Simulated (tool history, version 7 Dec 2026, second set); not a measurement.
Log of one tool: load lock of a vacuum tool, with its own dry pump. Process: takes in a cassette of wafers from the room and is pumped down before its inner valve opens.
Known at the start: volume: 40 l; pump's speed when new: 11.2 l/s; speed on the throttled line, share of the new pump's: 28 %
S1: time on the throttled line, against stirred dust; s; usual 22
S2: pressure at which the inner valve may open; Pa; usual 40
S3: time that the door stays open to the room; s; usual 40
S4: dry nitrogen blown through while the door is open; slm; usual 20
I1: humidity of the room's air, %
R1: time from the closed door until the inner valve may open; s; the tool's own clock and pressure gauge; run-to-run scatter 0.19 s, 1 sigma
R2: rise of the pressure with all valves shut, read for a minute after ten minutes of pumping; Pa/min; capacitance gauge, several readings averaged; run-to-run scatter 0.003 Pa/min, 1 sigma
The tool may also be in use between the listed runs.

Run 1, hour 0.0: usual settings; I1 40.9. Result: R1 47.8 s, R2 0.142 Pa/min.
Run 2, hour 112.6: usual settings; I1 40.7. Result: R1 47.4 s, R2 0.146 Pa/min.
Run 3, hour 227.4: usual settings; I1 46.5. Result: R1 47.3 s, R2 0.154 Pa/min.
Run 4, hour 363.3: usual settings; I1 42.5. Result: R1 47.5 s, R2 0.155 Pa/min.
Run 5, hour 433.2: usual settings; I1 46.1. Result: R1 47.9 s, R2 0.161 Pa/min.
Run 6, hour 497.8: usual settings; I1 46.5. Result: R1 47.5 s, R2 0.164 Pa/min.
Run 7, hour 572.1: usual settings but S2 49 Pa, S4 22 slm; I1 45.6. Result: R1 46.5 s, R2 0.162 Pa/min.
Run 8, hour 714.9: usual settings but S2 80 Pa, S4 7 slm; I1 42.9. Result: R1 44.8 s, R2 0.173 Pa/min.
Run 9, hour 846.7: usual settings but S1 12 s, S2 36 Pa, S3 49 s, S4 16 slm; I1 44.8. Result: R1 41.4 s, R2 0.179 Pa/min.
Run 10, hour 996.8: usual settings but S1 12 s, S2 36 Pa, S3 49 s, S4 16 slm; I1 44.4. Result: R1 41.5 s, R2 0.185 Pa/min.
Run 11, hour 1098.5: usual settings but S2 50 Pa, S3 198 s; I1 46.3. Result: R1 46.7 s, R2 0.221 Pa/min.
Run 12, hour 1198.8: usual settings but S1 13 s, S4 36 slm; I1 43.8. Result: R1 41.8 s, R2 0.183 Pa/min.

For each run, the measured value with the value that run would have given without the tool's hidden condition subtracted. The run-to-run variation is shared by both, the gauge scatter possibly not:
What the log doesn't record here: pump's speed, % of a new pump's; leak at the door's seal, Pa l/s; drift of the gauge itself on ready_s, %; drift of the gauge itself on rise_pa_min, %.
run    R1      R2
  1  +3.6  +0.122
  2  +3.7  +0.125
  3  +3.7  +0.129
  4  +3.7  +0.135
  5  +3.8  +0.139
  6  +3.8  +0.141
  7  +3.6  +0.142
  8  +3.4  +0.146
  9  +4.5  +0.152
 10  +4.5  +0.158
 11  +3.8  +0.163
 12  +4.5  +0.168
